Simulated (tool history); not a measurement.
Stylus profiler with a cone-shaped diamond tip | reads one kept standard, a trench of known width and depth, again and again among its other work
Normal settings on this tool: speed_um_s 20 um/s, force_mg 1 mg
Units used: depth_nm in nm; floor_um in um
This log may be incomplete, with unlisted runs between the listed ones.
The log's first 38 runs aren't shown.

run,day,speed_um_s,force_mg,scans with this tip,hours of work since the height scale was calibrated,depth_nm,floor_um
39,19.758,21,2.18,10263,815,507.1,24.99
40,20.096,21,2.18,10316,820,507.36,24.93
41,20.746,54,1.78,10419,828,506.58,24.79
42,21.112,54,1.78,10477,832,506.41,24.83
43,21.871,54,1.78,10597,842,506.42,24.8
44,22.55,5,1,10704,850,504.67,24.98
45,23.138,5,1,10797,858,504.54,25.02
46,23.8,11,1.92,10901,866,506.52,24.94

Below are 3 alternative next runs, each starting from the tool's condition after run 46. Predict each:
A,24.246,20,0.62,10972,872,?,?
B,24.246,20,0.54,10972,872,?,?
C,24.246,11,1.43,10972,872,?,?

run,depth_nm,floor_um
A,503.3,24.88
B,503.47,24.91
C,505.64,24.96
What these runs would have given with no unlogged condition in the tool:
run,depth_nm,floor_um
A,502.82,25.51
B,502.99,25.54
C,505.16,25.59

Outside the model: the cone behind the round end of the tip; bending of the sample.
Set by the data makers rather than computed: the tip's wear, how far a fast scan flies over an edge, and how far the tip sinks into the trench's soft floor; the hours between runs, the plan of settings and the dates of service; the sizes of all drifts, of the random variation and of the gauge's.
